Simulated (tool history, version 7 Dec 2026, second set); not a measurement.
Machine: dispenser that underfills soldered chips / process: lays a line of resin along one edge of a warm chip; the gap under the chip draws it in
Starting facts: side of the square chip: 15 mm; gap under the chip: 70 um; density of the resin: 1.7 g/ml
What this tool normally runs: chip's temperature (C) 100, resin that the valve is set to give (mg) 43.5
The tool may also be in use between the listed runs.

| run | hour | chip's temperature (C) | resin that the valve is set to give (mg) | time until the resin shows at the far edge (s) | resin that the valve gave (mg) |
|---|---|---|---|---|---|
| 1 | 0.0 | 100 | 43.5 | 96.9 | 40.95 |
|  | 3.1 | new syringe of resin |
| 2 | 7.3 | 100 | 43.5 | 74.5 | 40.28 |
| 3 | 13.9 | 100 | 43.5 | 91.6 | 40.72 |
|  | 18.5 | new syringe of resin |
| 4 | 20.0 | 100 | 43.5 | 69.7 | 40.75 |
| 5 | 25.0 | 100 | 43.5 | 82.5 | 40.23 |
|  | 28.4 | dispensing valve cleaned and set on the balance |
| 6 | 33.3 | 100 | 43.5 | 100.5 | 43.46 |
|  | 34.9 | new syringe of resin |
| 7 | 43.9 | 100 | 45.5 | 86.0 | 45.13 |
|  | 50.7 | new syringe of resin |
| 8 | 52.6 | 100 | 45.5 | 69.4 | 45.33 |
| 9 | 58.5 | 89 | 43.5 | 132.1 | 42.99 |
|  | 66.2 | new syringe of resin |
| 10 | 66.7 | 89 | 43.5 | 104.2 | 43.35 |
| 11 | 74.9 | 89 | 43.5 | 134.8 | 42.90 |
|  | 81.9 | new syringe of resin |
| 12 | 83.8 | 100 | 43.5 | 69.6 | 42.92 |
| 13 | 92.1 | 100 | 43.5 | 88.7 | 42.53 |
|  | 97.4 | new syringe of resin |
| 14 | 97.4 | 100 | 44.7 | 65.3 | 43.31 |
| 15 | 103.2 | 100 | 44.7 | 78.0 | 43.42 |
| 16 | 110.7 | 100 | 44.7 | 97.3 | 43.54 |
|  | 113.6 | new syringe of resin |
| 17 | 115.6 | 100 | 44.7 | 71.2 | 43.40 |
| 18 | 120.2 | 100 | 44.7 | 81.5 | 43.42 |
| 19 | 126.5 | 110 | 41.3 | 67.8 | 39.73 |
|  | 129.5 | new syringe of resin |
| 20 | 136.9 | 92 | 43.5 | 112.4 | 41.85 |
|  | 145.3 | new syringe of resin |
| 21 | 145.4 | 108 | 37.7 | 50.2 | 35.96 |
| 22 | 153.8 | 104 | 50.0 | 72.8 | 47.74 |
|  | 161.1 | new syringe of resin |
| 23 | 163.5 | 109 | 38.2 | 50.2 | 36.11 |
| 24 | 171.6 | 103 | 55.3 | 77.3 | 52.00 |
| 25 | 175.8 | 103 | 55.3 | 87.4 | 52.31 |
|  | 176.9 | new syringe of resin |
| 26 | 184.4 | 103 | 55.3 | 74.1 | 51.79 |
| 27 | 188.7 | 90 | 37.7 | 151.7 | 35.27 |
|  | 192.7 | new syringe of resin |
| 28 | 193.4 | 90 | 37.7 | 104.1 | 35.14 |
| 29 | 202.3 | 114 | 38.6 | 51.3 | 35.88 |
|  | 208.6 | new syringe of resin |
| 30 | 211.3 | 114 | 38.6 | 42.1 | 35.91 |
|  | 213.2 | dispensing valve cleaned and set on the balance |
| 31 | 219.3 | 98 | 43.5 | 95.1 | 43.42 |
|  | 225.0 | new syringe of resin |
| 32 | 228.8 | 100 | 53.9 | 70.1 | 53.33 |
| 33 | 234.7 | 93 | 56.1 | 110.6 | 55.91 |
|  | 240.6 | new syringe of resin |
| 34 | 244.1 | 95 | 53.9 | 84.9 | 53.35 |
| 35 | 251.4 | 89 | 53.9 | 137.2 | 53.23 |
|  | 256.3 | new syringe of resin |
| 36 | 256.3 | 96 | 44.7 | 76.4 | 43.96 |

What if the next run were any one of these 3? Each begins from the tool's condition after run 36:
| A | 260.6 | 96 | 41.1 | ? | ? |
| B | 260.6 | 86 | 44.7 | ? | ? |
| C | 260.6 | 97 | 49.8 | ? | ? |

| run | time until the resin shows at the far edge (s) | resin that the valve gave (mg) |
|---|---|---|
| A | 87.7 | 40.30 |
| B | 131.8 | 43.97 |
| C | 83.1 | 48.83 |
Without the tool's unlogged condition, the same runs would have read:
| run | time until the resin shows at the far edge (s) | resin that the valve gave (mg) |
|---|---|---|
| A | 80.3 | 41.08 |
| B | 121.0 | 44.83 |
| C | 76.1 | 49.79 |
